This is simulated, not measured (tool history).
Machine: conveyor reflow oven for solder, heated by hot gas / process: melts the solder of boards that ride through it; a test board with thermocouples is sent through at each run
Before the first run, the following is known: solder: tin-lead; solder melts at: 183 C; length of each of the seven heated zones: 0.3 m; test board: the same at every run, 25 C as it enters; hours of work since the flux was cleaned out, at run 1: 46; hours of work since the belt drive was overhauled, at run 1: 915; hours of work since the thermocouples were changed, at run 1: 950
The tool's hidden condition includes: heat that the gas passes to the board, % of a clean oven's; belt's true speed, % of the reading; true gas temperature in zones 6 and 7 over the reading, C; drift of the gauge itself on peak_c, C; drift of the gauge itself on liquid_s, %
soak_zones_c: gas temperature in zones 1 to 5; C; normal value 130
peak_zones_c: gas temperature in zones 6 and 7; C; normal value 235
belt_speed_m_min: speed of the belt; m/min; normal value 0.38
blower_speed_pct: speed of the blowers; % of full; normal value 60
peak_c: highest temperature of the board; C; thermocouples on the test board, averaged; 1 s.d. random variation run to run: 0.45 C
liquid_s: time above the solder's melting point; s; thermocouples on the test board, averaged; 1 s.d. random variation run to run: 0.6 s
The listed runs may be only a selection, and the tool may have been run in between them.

run,day,soak_zones_c,peak_zones_c,belt_speed_m_min,blower_speed_pct,hours of work since the flux was cleaned out,hours of work since the belt drive was overhauled,hours of work since the thermocouples were changed,peak_c,liquid_s
1,0,130,235,0.38,60,46,915,950,210.2,60.2
2,1.233,130,235,0.38,60,58,927,962,210.2,60.1
3,3.208,130,235,0.386,60,77,946,981,208.8,57.7
4,5.196,130,235,0.386,60,96,965,1000,208.4,57.5
5,7.188,130,235,0.386,60,116,984,1019,208.8,57.6
6,8.979,130,235,0.386,60,133,1002,1037,207.7,57.7
7,10.825,118,235,0.38,60,151,1020,1055,205.8,50.4
8,12.038,130,235,0.38,60,163,1032,1067,207.6,57.6
9,13.208,130,235,0.38,60,174,1043,1078,208,58.4
10,14.6,127,235,0.38,52,188,1056,1091,206.5,52.6
# day 14.958: belt drive overhauled, speed set with a stopwatch
# day 16.938: thermocouples of zones 6 and 7 changed
11,16.979,127,235,0.38,52,208,19,0,208.8,57.3
12,18.333,127,235,0.38,52,221,32,14,207.7,56.9
13,19.792,130,235,0.439,60,236,46,28,205.4,44.7
# day 20.704: belt drive overhauled, speed set with a stopwatch, once more
14,21.521,132,235,0.439,60,251,8,43,202.7,41.3
15,23.271,132,235,0.439,60,268,25,60,203.4,41.7
16,25.125,132,235,0.439,60,286,43,78,203.4,40.4
17,26.296,132,246,0.375,60,297,54,89,218,70.4

Alternative continuations, all from the tool just after run 17; predict every row:
A,27.358,132,246,0.305,86,307,65,100,?,?
B,27.358,124,235,0.38,60,307,65,100,?,?
C,27.358,130,230,0.409,79,307,65,100,?,?
D,27.358,130,224,0.38,90,307,65,100,?,?
E,27.358,132,232,0.329,74,307,65,100,?,?

run,peak_c,liquid_s
A,230.1,99.1
B,206.6,51
C,204.2,48.8
D,204.8,52.4
E,214.1,75.6
Without the tool's hidden state the same runs would have given:
run,peak_c,liquid_s
A,234.1,102.4
B,211.1,57.6
C,208.9,55.7
D,209.1,59.5
E,218,80.9
